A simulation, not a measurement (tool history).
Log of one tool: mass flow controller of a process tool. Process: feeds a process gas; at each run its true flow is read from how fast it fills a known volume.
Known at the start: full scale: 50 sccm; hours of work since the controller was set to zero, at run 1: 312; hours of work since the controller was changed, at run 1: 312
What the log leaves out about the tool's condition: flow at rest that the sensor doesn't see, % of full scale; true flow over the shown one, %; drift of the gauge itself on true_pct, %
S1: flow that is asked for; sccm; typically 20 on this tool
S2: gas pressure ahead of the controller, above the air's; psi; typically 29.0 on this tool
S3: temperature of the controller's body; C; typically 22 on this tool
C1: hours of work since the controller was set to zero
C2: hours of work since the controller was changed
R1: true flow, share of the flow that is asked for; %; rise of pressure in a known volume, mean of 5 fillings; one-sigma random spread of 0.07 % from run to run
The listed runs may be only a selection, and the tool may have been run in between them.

run,hour,S1,S2,S3,C1,C2,R1
1,0.0,20,29.0,22,312,312,97.94
2,43.8,20,29.0,22,330,330,98.01
3,94.7,20,29.0,22,352,352,98.06
4,151.8,20,29.0,22,376,376,98.00
5,189.7,20,29.0,22,393,393,97.94
6,272.8,19,29.0,22,428,428,97.86
7,313.9,19,29.0,22,446,446,97.99
8,374.5,20,29.0,22,471,471,98.00
9,453.3,20,29.0,22,505,505,97.83
10,524.6,20,29.0,37,536,536,97.12
11,599.5,20,29.0,37,568,568,97.08
12,633.7,20,29.0,22,582,582,97.91
13,670.5,20,29.0,22,598,598,97.83
14,724.3,20,29.0,26,621,621,97.66
15,765.5,20,29.0,33,638,638,97.35

The next listed run, before its measurement:
16,808.9,20,29.0,30,657,657,?

{"run 16": {"R1": 97.28}}
Were there no unlogged condition in the tool, this run, its random variation unchanged, would have produced R1 97.50 %.
